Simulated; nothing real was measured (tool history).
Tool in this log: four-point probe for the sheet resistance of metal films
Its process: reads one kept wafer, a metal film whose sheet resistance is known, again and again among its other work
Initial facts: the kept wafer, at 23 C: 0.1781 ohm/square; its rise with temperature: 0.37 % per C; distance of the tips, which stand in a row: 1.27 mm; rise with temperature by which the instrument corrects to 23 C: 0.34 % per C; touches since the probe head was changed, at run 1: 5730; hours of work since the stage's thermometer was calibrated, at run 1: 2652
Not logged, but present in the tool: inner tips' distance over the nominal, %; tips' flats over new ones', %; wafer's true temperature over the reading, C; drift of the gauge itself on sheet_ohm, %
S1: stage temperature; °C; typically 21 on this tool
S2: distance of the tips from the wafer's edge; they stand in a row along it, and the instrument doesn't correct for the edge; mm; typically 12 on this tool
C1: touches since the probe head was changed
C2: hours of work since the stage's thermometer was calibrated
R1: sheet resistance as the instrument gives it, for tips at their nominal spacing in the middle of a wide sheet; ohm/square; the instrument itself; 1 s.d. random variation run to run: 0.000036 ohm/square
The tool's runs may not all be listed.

| run | day | S1 | S2 | C1 | C2 | R1 |
|---|---|---|---|---|---|---|
| 1 | 0.000 | 21 | 12 | 5730 | 2652 | 0.178856 |
| 2 | 0.692 | 21 | 47 | 6011 | 2663 | 0.177853 |
| 3 | 1.354 | 21 | 47 | 6278 | 2673 | 0.177807 |
| 4 | 2.250 | 21 | 47 | 6642 | 2687 | 0.177860 |
| 5 | 2.808 | 21 | 47 | 6868 | 2696 | 0.177867 |
| 6 | 3.500 | 21 | 47 | 7149 | 2707 | 0.177878 |
| 7 | 4.171 | 21 | 47 | 7420 | 2718 | 0.177932 |
| 8 | 5.129 | 21 | 47 | 7809 | 2733 | 0.177840 |
| 9 | 6.100 | 21 | 12 | 8202 | 2749 | 0.178928 |
| 10 | 6.879 | 21 | 6 | 8518 | 2761 | 0.181933 |
| 11 | 7.483 | 26 | 12 | 8763 | 2771 | 0.179188 |
| 12 | 8.150 | 26 | 12 | 9032 | 2781 | 0.179073 |
| 13 | 8.683 | 21 | 12 | 9248 | 2790 | 0.178834 |
| 14 | 9.492 | 21 | 12 | 9576 | 2803 | 0.178870 |
| 15 | 10.183 | 21 | 12 | 9855 | 2814 | 0.178891 |
| 16 | 10.646 | 21 | 12 | 10043 | 2821 | 0.178915 |
| 17 | 11.558 | 21 | 12 | 10413 | 2836 | 0.178923 |
| 18 | 12.071 | 21 | 12 | 10621 | 2844 | 0.178918 |
| 19 | 12.804 | 21 | 12 | 10918 | 2855 | 0.178911 |
| 20 | 13.688 | 21 | 12 | 11275 | 2869 | 0.178920 |
| 21 | 14.621 | 20 | 12 | 11654 | 2884 | 0.178866 |
|  | 15.254 | stage's thermometer calibrated |
| 22 | 15.575 | 30 | 7 | 12032 | 5 | 0.180852 |
| 23 | 16.288 | 26 | 64 | 12321 | 16 | 0.177631 |
| 24 | 16.800 | 22 | 3 | 12528 | 25 | 0.192860 |
| 25 | 17.262 | 22 | 6 | 12716 | 32 | 0.181576 |
| 26 | 18.150 | 22 | 6 | 13075 | 46 | 0.181517 |
| 27 | 18.583 | 23 | 4 | 13251 | 53 | 0.186560 |
| 28 | 19.367 | 26 | 6 | 13567 | 65 | 0.181794 |
| 29 | 20.171 | 27 | 35 | 13893 | 78 | 0.177783 |
| 30 | 20.650 | 23 | 22 | 14087 | 86 | 0.177763 |
| 31 | 21.575 | 23 | 22 | 14463 | 101 | 0.177689 |
| 32 | 22.038 | 23 | 14 | 14649 | 108 | 0.178255 |
| 33 | 22.992 | 29 | 28 | 15036 | 123 | 0.177947 |
| 34 | 23.754 | 21 | 28 | 15346 | 135 | 0.177622 |
| 35 | 24.308 | 21 | 28 | 15570 | 144 | 0.177530 |
| 36 | 25.275 | 21 | 42 | 15961 | 159 | 0.177444 |
| 37 | 26.067 | 21 | 42 | 16282 | 172 | 0.177509 |
| 38 | 27.012 | 21 | 42 | 16665 | 187 | 0.177460 |
| 39 | 27.496 | 21 | 42 | 16862 | 195 | 0.177518 |
| 40 | 27.933 | 21 | 42 | 17039 | 202 | 0.177508 |
| 41 | 28.671 | 28 | 3 | 17338 | 214 | 0.193319 |
| 42 | 29.579 | 24 | 59 | 17706 | 228 | 0.177578 |

How would selected steps in R1 from run to run divide? Give the signed amount a tool lacking its hidden state would still show from settings, what came in and random variation, and the signed amount left for the hidden state, including any gauge scatter that is not in both of the compared results.
Run 21 -> 22: S1 20 -> 30, S2 12 -> 7, stage's thermometer calibrated. R1 +0.001986 ohm/square: hidden state -0.000552, all else +0.002538.
Run 23 -> 24: S1 26 -> 22, S2 64 -> 3. R1 +0.015229 ohm/square: hidden state -0.000049, all else +0.015278.
Run 40 -> 41: S1 21 -> 28, S2 42 -> 3. R1 +0.015811 ohm/square: hidden state -0.000045, all else +0.015856.
Run 41 -> 42: S1 28 -> 24, S2 3 -> 59. R1 -0.015741 ohm/square: hidden state +0.000055, all else -0.015796.
